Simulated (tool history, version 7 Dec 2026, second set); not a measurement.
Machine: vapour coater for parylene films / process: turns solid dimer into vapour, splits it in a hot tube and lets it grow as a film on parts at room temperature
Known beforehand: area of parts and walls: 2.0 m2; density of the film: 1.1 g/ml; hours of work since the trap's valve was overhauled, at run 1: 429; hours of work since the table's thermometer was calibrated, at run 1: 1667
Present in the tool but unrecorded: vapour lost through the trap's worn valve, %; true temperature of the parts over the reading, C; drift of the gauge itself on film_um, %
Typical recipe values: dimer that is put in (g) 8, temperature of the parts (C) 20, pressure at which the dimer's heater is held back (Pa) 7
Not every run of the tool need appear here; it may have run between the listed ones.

| run | hour | dimer that is put in (g) | temperature of the parts (C) | pressure at which the dimer's heater is held back (Pa) | hours of work since the trap's valve was overhauled | hours of work since the table's thermometer was calibrated | thickness of the film (nm) |
|---|---|---|---|---|---|---|---|
| 1 | 0 | 8 | 20 | 7 | 429 | 1667 | 2170 |
|  | 38.6 | table's thermometer calibrated |
| 2 | 42.8 | 8 | 20 | 7 | 458 | 3 | 2310 |
| 3 | 108.6 | 8 | 20 | 7 | 505 | 50 | 2280 |
| 4 | 138.6 | 8 | 20 | 7 | 527 | 71 | 2240 |
| 5 | 184.6 | 8 | 20 | 7 | 559 | 104 | 2270 |
| 6 | 247.5 | 8 | 28 | 7 | 604 | 149 | 1720 |
| 7 | 312 | 8 | 28 | 7 | 650 | 195 | 1710 |
| 8 | 346.5 | 3 | 20 | 7 | 675 | 219 | 830 |
|  | 371.2 | trap's valve overhauled |
| 9 | 391.8 | 3 | 20 | 7 | 15 | 249 | 810 |
| 10 | 440.3 | 3 | 20 | 7 | 49 | 283 | 830 |
| 11 | 473.8 | 3 | 20 | 7 | 73 | 307 | 810 |
| 12 | 519.5 | 8 | 20 | 7 | 106 | 340 | 2140 |
|  | 533.9 | trap's valve overhauled, once more |
| 13 | 562.3 | 8 | 20 | 7 | 20 | 367 | 2390 |
| 14 | 619.1 | 8 | 20 | 7 | 61 | 408 | 2400 |
| 15 | 656.7 | 8 | 20 | 3.46 | 87 | 435 | 2620 |
| 16 | 703.4 | 8 | 20 | 7 | 121 | 468 | 2350 |
| 17 | 767.5 | 8 | 20 | 7 | 166 | 514 | 2330 |
| 18 | 828.7 | 8 | 19 | 7 | 210 | 557 | 2430 |
| 19 | 893.3 | 8 | 20 | 7 | 256 | 603 | 2330 |
| 20 | 946.2 | 8 | 20 | 7 | 294 | 641 | 2300 |
| 21 | 1008.5 | 8 | 20 | 7 | 338 | 685 | 2320 |
| 22 | 1037.4 | 8 | 20 | 7 | 359 | 706 | 2260 |
| 23 | 1087.3 | 8 | 20 | 7 | 394 | 742 | 2280 |
| 24 | 1117.6 | 8 | 20 | 7 | 416 | 763 | 2300 |
| 25 | 1174.7 | 8 | 31 | 7 | 457 | 804 | 1570 |
| 26 | 1240 | 8 | 31 | 7 | 503 | 850 | 1530 |
| 27 | 1276.1 | 8 | 31 | 2.45 | 529 | 876 | 1690 |
| 28 | 1327.4 | 6 | 21 | 2.47 | 565 | 913 | 1800 |
| 29 | 1366.7 | 8 | 13 | 10.58 | 593 | 941 | 2680 |
| 30 | 1422.8 | 6 | 15 | 5.78 | 633 | 981 | 1970 |
| 31 | 1456.8 | 6 | 15 | 5.78 | 658 | 1005 | 1980 |
|  | 1505.2 | trap's valve overhauled |
| 32 | 1530.6 | 6 | 15 | 5.78 | 18 | 1055 | 2160 |
| 33 | 1569.7 | 3 | 19 | 5.78 | 46 | 1082 | 910 |
| 34 | 1614.5 | 3 | 19 | 9.56 | 78 | 1114 | 860 |
| 35 | 1646 | 10 | 15 | 6.57 | 100 | 1137 | 3480 |
| 36 | 1684.8 | 8 | 18 | 5.77 | 128 | 1164 | 2540 |
| 37 | 1742.7 | 12 | 19 | 4.37 | 169 | 1206 | 3740 |
| 38 | 1790.1 | 12 | 19 | 4.37 | 203 | 1239 | 3700 |
| 39 | 1832.9 | 8 | 20 | 7.2 | 234 | 1270 | 2290 |
| 40 | 1862.5 | 10 | 15 | 7 | 255 | 1291 | 3360 |
| 41 | 1906.7 | 10 | 15 | 7 | 286 | 1323 | 3320 |
| 42 | 1974.6 | 6 | 20 | 5.79 | 335 | 1371 | 1700 |
| 43 | 2031.2 | 11 | 16 | 5.69 | 375 | 1411 | 3560 |
| 44 | 2083.8 | 7 | 20 | 4.89 | 412 | 1449 | 2030 |
| 45 | 2127.2 | 5 | 13 | 6.61 | 443 | 1480 | 1770 |
| 46 | 2156.2 | 10 | 20 | 4.7 | 464 | 1500 | 2830 |
| 47 | 2195 | 8 | 20 | 6 | 492 | 1528 | 2220 |
| 48 | 2265.4 | 11 | 23 | 7 | 542 | 1578 | 2700 |

Hidden condition of the tool, last listed run before each entry between runs versus first listed run after:
In the gap between runs 1 and 2: table's thermometer calibrated (hour 38.6)
  vapour lost through the trap's worn valve, %: 5.6 -> 6; true temperature of the parts over the reading, C: 1.5 -> -0.18
  measured result minus the result with no hidden state, thickness of the film (nm): -250 -> -130
In the gap between runs 8 and 9: trap's valve overhauled (hour 371.2)
  vapour lost through the trap's worn valve, %: 8.6 -> 10.5; true temperature of the parts over the reading, C: 0 -> 0.02
  measured result minus the result with no hidden state, thickness of the film (nm): -80 -> -90
In the gap between runs 12 and 13: trap's valve overhauled, once more (hour 533.9)
  vapour lost through the trap's worn valve, %: 11.6 -> 0.3; true temperature of the parts over the reading, C: 0.1 -> 0.12
  measured result minus the result with no hidden state, thickness of the film (nm): -290 -> -10
In the gap between runs 31 and 32: trap's valve overhauled (hour 1505.2)
  vapour lost through the trap's worn valve, %: 8 -> 0.7; true temperature of the parts over the reading, C: 0.64 -> 0.69
  measured result minus the result with no hidden state, thickness of the film (nm): -220 -> -60
